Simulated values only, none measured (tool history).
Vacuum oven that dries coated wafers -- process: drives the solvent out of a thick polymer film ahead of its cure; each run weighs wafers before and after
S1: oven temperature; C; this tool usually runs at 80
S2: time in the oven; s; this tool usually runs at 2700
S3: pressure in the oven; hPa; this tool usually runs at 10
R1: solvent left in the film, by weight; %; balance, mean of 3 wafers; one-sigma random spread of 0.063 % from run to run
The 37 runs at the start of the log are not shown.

| run | day | S1 | S2 | S3 | R1 |
|---|---|---|---|---|---|
| 38 | 20.129 | 88 | 1740 | 7 | 2.63 |
| 39 | 20.617 | 66 | 2400 | 5.4 | 10.41 |
| 40 | 21.317 | 66 | 3420 | 7.2 | 9.19 |
| 41 | 22.021 | 65 | 2220 | 5.2 | 11.45 |
| 42 | 22.508 | 88 | 2340 | 5.2 | 1.51 |
| 43 | 22.808 | 88 | 2340 | 5.2 | 1.65 |
| 44 | 23.292 | 92 | 2700 | 9.9 | 1.27 |
| 45 | 23.979 | 80 | 1740 | 31 | 8.7 |
| 46 | 24.292 | 95 | 1560 | 31 | 3.34 |

4 options for the next run, each taken on its own from the tool as it stands now. Forecast them:
| A | 24.612 | 82 | 2880 | 31 | ? |
| B | 24.612 | 83 | 1560 | 31 | ? |
| C | 24.612 | 71 | 2220 | 24 | ? |
| D | 24.612 | 74 | 2040 | 10 | ? |

| run | R1 |
|---|---|
| A | 6.08 |
| B | 8 |
| C | 11.42 |
| D | 8.28 |
The same runs, with their run-to-run variation unchanged, on a tool lacking any hidden condition would have given:
| run | R1 |
|---|---|
| A | 5.85 |
| B | 7.78 |
| C | 11.17 |
| D | 8.04 |

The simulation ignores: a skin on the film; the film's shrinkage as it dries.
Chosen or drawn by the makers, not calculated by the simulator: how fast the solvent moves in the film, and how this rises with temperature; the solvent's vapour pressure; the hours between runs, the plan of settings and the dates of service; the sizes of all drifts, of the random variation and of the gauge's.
